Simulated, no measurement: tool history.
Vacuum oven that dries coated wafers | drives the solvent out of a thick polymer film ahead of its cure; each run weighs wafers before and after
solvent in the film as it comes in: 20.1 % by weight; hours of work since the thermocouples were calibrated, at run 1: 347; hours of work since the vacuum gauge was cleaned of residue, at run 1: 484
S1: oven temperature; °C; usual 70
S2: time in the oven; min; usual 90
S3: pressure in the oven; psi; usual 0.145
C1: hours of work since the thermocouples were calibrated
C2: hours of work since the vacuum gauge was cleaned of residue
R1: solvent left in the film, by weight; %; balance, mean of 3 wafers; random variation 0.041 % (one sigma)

Run 1, day 0: usual settings; C1 347; C2 484. Result: R1 1.22 %.
Run 2, day 1.367: usual settings; C1 363; C2 500. Result: R1 1.05 %.
Run 3, day 2.196: usual settings; C1 373; C2 510. Result: R1 1.19 %.
Run 4, day 3.092: usual settings but S3 0.083 psi; C1 384; C2 521. Result: R1 0.99 %.
Run 5, day 4.304: usual settings but S3 0.158 psi; C1 399; C2 535. Result: R1 1.19 %.
Run 6, day 5.271: usual settings but S1 57 °C; C1 410; C2 547. Result: R1 5.48 %.

Forecast run 7:
Run 7, day 6.342: usual settings but S1 57 °C; C1 423; C2 560. Result: R1 ?.

{"run 7": {"R1": 5.44}}
Without the tool's hidden state the same run would have given R1 5.79 %.

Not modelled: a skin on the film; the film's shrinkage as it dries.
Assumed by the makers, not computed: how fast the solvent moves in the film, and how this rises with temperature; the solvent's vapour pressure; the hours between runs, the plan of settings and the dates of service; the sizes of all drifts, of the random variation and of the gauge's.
